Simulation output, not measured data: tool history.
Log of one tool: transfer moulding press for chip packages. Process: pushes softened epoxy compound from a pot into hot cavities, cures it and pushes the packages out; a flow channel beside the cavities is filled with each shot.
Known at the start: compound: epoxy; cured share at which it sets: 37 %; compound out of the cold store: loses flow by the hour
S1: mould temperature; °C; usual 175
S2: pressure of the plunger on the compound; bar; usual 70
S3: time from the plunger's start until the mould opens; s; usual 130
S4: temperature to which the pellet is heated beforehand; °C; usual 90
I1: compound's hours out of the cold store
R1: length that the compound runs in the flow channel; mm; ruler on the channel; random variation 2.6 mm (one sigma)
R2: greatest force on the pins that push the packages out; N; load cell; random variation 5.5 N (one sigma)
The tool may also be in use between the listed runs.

run 1 hour=0 | S1=175 S2=70 S3=130 S4=90 | I1=10.9 | R1=994 R2=207
-- hour=51.7 plunger's sealing rings changed
-- hour=78 cavities cleaned with cleaning compound and waxed
run 2 hour=80.7 | S1=175 S2=70 S3=115 S4=90 | I1=34.5 | R1=929 R2=225
run 3 hour=140.3 | S1=175 S2=70 S3=115 S4=90 | I1=45.6 | R1=893 R2=370
-- hour=160 cavities cleaned with cleaning compound and waxed
run 4 hour=203.9 | S1=179 S2=70 S3=115 S4=90 | I1=32.1 | R1=909 R2=315
-- hour=238.6 cavities cleaned with cleaning compound and waxed
run 5 hour=260.3 | S1=179 S2=70 S3=115 S4=90 | I1=25.4 | R1=933 R2=273
-- hour=322.6 cavities cleaned with cleaning compound and waxed
run 6 hour=336.2 | S1=179 S2=70 S3=115 S4=90 | I1=19.1 | R1=947 R2=252
-- hour=382.6 plunger's sealing rings changed
run 7 hour=388.6 | S1=175 S2=55 S3=130 S4=90 | I1=42.8 | R1=810 R2=330
-- hour=404.2 cavities cleaned with cleaning compound and waxed
run 8 hour=476.7 | S1=175 S2=70 S3=130 S4=90 | I1=12.3 | R1=1010 R2=358
-- hour=483.7 cavities cleaned with cleaning compound and waxed
-- hour=561.8 cavities cleaned with cleaning compound and waxed
run 9 hour=561.8 | S1=175 S2=70 S3=130 S4=90 | I1=23.8 | R1=959 R2=200
run 10 hour=633 | S1=175 S2=70 S3=130 S4=90 | I1=34.5 | R1=922 R2=348
-- hour=642 cavities cleaned with cleaning compound and waxed
-- hour=710 plunger's sealing rings changed
-- hour=724.6 cavities cleaned with cleaning compound and waxed
run 11 hour=724.6 | S1=175 S2=70 S3=130 S4=90 | I1=28.2 | R1=965 R2=196
-- hour=764.7 mould's thermocouples calibrated
run 12 hour=792.7 | S1=175 S2=70 S3=130 S4=90 | I1=28.6 | R1=947 R2=326
-- hour=805 cavities cleaned with cleaning compound and waxed
run 13 hour=845.3 | S1=175 S2=70 S3=130 S4=90 | I1=25.9 | R1=950 R2=323
-- hour=887.4 cavities cleaned with cleaning compound and waxed
run 14 hour=900.6 | S1=175 S2=70 S3=130 S4=90 | I1=14.7 | R1=983 R2=243
-- hour=971.8 cavities cleaned with cleaning compound and waxed
run 15 hour=991 | S1=169 S2=76.2 S3=110 S4=94 | I1=19.1 | R1=1044 R2=490
-- hour=1043.7 plunger's sealing rings changed
-- hour=1054.4 cavities cleaned with cleaning compound and waxed
run 16 hour=1058.5 | S1=180 S2=70 S3=136 S4=90 | I1=29.6 | R1=920 R2=194
-- hour=1132.9 cavities cleaned with cleaning compound and waxed
run 17 hour=1132.9 | S1=180 S2=85.7 S3=136 S4=86 | I1=13.6 | R1=1074 R2=184
run 18 hour=1185.5 | S1=172 S2=85.7 S3=136 S4=86 | I1=43.6 | R1=1006 R2=348
-- hour=1219 cavities cleaned with cleaning compound and waxed
run 19 hour=1245.5 | S1=179 S2=62 S3=114 S4=85 | I1=12.2 | R1=917 R2=283
-- hour=1297.5 cavities cleaned with cleaning compound and waxed
run 20 hour=1297.5 | S1=179 S2=62 S3=114 S4=85 | I1=13.9 | R1=910 R2=196
-- hour=1372.2 plunger's sealing rings changed
-- hour=1378.7 cavities cleaned with cleaning compound and waxed
run 21 hour=1378.8 | S1=175 S2=70 S3=112 S4=95 | I1=40.7 | R1=913 R2=221
run 22 hour=1449.6 | S1=175 S2=81.4 S3=125 S4=90 | I1=10.7 | R1=1099 R2=358
-- hour=1459.6 cavities cleaned with cleaning compound and waxed
run 23 hour=1491.4 | S1=168 S2=85.5 S3=130 S4=85 | I1=13.9 | R1=1162 R2=444
-- hour=1540.7 cavities cleaned with cleaning compound and waxed
run 24 hour=1583.2 | S1=168 S2=58.1 S3=167 S4=87 | I1=37.7 | R1=868 R2=337
-- hour=1620.3 cavities cleaned with cleaning compound and waxed
run 25 hour=1674.3 | S1=168 S2=58.1 S3=167 S4=86 | I1=38.7 | R1=863 R2=342

5 ways to go on from here, each from the tool as it stands after run 25. What would each give?
-- hour=1699.2 plunger's sealing rings changed
-- hour=1706.1 cavities cleaned with cleaning compound and waxed
run A hour=1746.1 | S1=181 S2=70 S3=130 S4=90 | I1=38.1 | R1=? R2=?
-- hour=1699.2 plunger's sealing rings changed
-- hour=1706.1 cavities cleaned with cleaning compound and waxed
run B hour=1746.1 | S1=168 S2=58.1 S3=156 S4=86 | I1=27.1 | R1=? R2=?
-- hour=1699.2 plunger's sealing rings changed
-- hour=1706.1 cavities cleaned with cleaning compound and waxed
run C hour=1746.1 | S1=177 S2=58.1 S3=167 S4=86 | I1=22.1 | R1=? R2=?
-- hour=1699.2 plunger's sealing rings changed
-- hour=1706.1 cavities cleaned with cleaning compound and waxed
run D hour=1746.1 | S1=168 S2=58.1 S3=167 S4=97 | I1=13.8 | R1=? R2=?
-- hour=1699.2 plunger's sealing rings changed
-- hour=1706.1 cavities cleaned with cleaning compound and waxed
run E hour=1746.1 | S1=170 S2=75.6 S3=167 S4=82 | I1=13.7 | R1=? R2=?

run=A R1=891 R2=278
run=B R1=915 R2=342
run=C R1=879 R2=274
run=D R1=969 R2=327
run=E R1=1086 R2=308
Without the tool's hidden state the same runs would have given:
run=A R1=889 R2=170
run=B R1=911 R2=200
run=C R1=877 R2=169
run=D R1=965 R2=193
run=E R1=1082 R2=187

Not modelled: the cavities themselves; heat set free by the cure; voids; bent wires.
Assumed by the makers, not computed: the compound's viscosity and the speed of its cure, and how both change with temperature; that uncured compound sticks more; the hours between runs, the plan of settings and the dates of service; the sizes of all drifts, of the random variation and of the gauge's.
